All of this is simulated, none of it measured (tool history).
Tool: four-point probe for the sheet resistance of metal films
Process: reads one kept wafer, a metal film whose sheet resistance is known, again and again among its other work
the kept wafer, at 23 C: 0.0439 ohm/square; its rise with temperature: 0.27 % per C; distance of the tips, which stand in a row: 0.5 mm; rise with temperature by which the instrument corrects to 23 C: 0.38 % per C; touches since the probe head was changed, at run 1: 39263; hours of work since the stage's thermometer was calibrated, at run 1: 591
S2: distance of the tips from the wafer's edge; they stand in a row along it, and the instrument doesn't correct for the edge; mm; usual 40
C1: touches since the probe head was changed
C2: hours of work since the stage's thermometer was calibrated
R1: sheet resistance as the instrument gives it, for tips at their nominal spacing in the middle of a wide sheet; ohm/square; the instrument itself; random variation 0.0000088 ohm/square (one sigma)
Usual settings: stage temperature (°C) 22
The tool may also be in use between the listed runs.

run 1 day=0 | stage_temperature_(°C)=22 S2=40 | C1=39263 C2=591 | R1=0.04395
run 2 day=0.733 | stage_temperature_(°C)=22 S2=40 | C1=39929 C2=600 | R1=0.043945
run 3 day=1.55 | stage_temperature_(°C)=22 S2=12 | C1=40671 C2=610 | R1=0.043963
run 4 day=2.625 | stage_temperature_(°C)=22 S2=12 | C1=41647 C2=623 | R1=0.044003
run 5 day=3.967 | stage_temperature_(°C)=25 S2=40 | C1=42867 C2=639 | R1=0.043819
run 6 day=5.112 | stage_temperature_(°C)=25 S2=40 | C1=43911 C2=653 | R1=0.043823
run 7 day=6.504 | stage_temperature_(°C)=25 S2=40 | C1=45173 C2=670 | R1=0.043806
run 8 day=7.954 | stage_temperature_(°C)=25 S2=40 | C1=46493 C2=687 | R1=0.043813
run 9 day=8.762 | stage_temperature_(°C)=25 S2=40 | C1=47226 C2=697 | R1=0.043805
run 10 day=10.2 | stage_temperature_(°C)=25 S2=40 | C1=48533 C2=715 | R1=0.043812
run 11 day=11.642 | stage_temperature_(°C)=25 S2=40 | C1=49844 C2=732 | R1=0.043801
run 12 day=13.121 | stage_temperature_(°C)=22 S2=40 | C1=51188 C2=750 | R1=0.043928
run 13 day=14.083 | stage_temperature_(°C)=22 S2=40 | C1=52063 C2=762 | R1=0.043934
run 14 day=15.371 | stage_temperature_(°C)=22 S2=40 | C1=53233 C2=777 | R1=0.043941
run 15 day=16.5 | stage_temperature_(°C)=22 S2=27 | C1=54260 C2=791 | R1=0.043969
run 16 day=17.633 | stage_temperature_(°C)=22 S2=27 | C1=55290 C2=805 | R1=0.043932
run 17 day=18.821 | stage_temperature_(°C)=32 S2=12 | C1=56370 C2=819 | R1=0.043535
run 18 day=19.654 | stage_temperature_(°C)=32 S2=12 | C1=57127 C2=829 | R1=0.043532
run 19 day=20.983 | stage_temperature_(°C)=32 S2=12 | C1=58334 C2=845 | R1=0.043527
run 20 day=21.954 | stage_temperature_(°C)=26 S2=40 | C1=59216 C2=857 | R1=0.043763
run 21 day=22.925 | stage_temperature_(°C)=21 S2=3 | C1=60098 C2=869 | R1=0.044654
run 22 day=23.671 | stage_temperature_(°C)=27 S2=22 | C1=60774 C2=878 | R1=0.043722
run 23 day=25.096 | stage_temperature_(°C)=27 S2=22 | C1=62071 C2=895 | R1=0.043744
run 24 day=25.808 | stage_temperature_(°C)=31 S2=13 | C1=62720 C2=904 | R1=0.043578
run 25 day=26.6 | stage_temperature_(°C)=31 S2=13 | C1=63438 C2=913 | R1=0.043569
run 26 day=27.483 | stage_temperature_(°C)=31 S2=13 | C1=64242 C2=924 | R1=0.043569
run 27 day=28.346 | stage_temperature_(°C)=22 S2=7 | C1=65024 C2=934 | R1=0.044056
run 28 day=29.021 | stage_temperature_(°C)=22 S2=56 | C1=65639 C2=943 | R1=0.043925
run 29 day=30.375 | stage_temperature_(°C)=22 S2=56 | C1=66869 C2=959 | R1=0.043946
run 30 day=31.421 | stage_temperature_(°C)=28 S2=5 | C1=67820 C2=972 | R1=0.043908
run 31 day=32.512 | stage_temperature_(°C)=34 S2=61 | C1=68812 C2=985 | R1=0.043411
run 32 day=33.367 | stage_temperature_(°C)=33 S2=23 | C1=69589 C2=995 | R1=0.043455

Forecast each of these 3 alternatives for the next run:
run A day=34.588 | stage_temperature_(°C)=34 S2=64 | C1=70699 C2=1010 | R1=?
run B day=34.588 | stage_temperature_(°C)=32 S2=4 | C1=70699 C2=1010 | R1=?
run C day=34.588 | stage_temperature_(°C)=27 S2=3 | C1=70699 C2=1010 | R1=?

run=A R1=0.043405
run=B R1=0.043856
run=C R1=0.044344
Without the tool's hidden state the same runs would have given:
run=A R1=0.043414
run=B R1=0.043865
run=C R1=0.044353
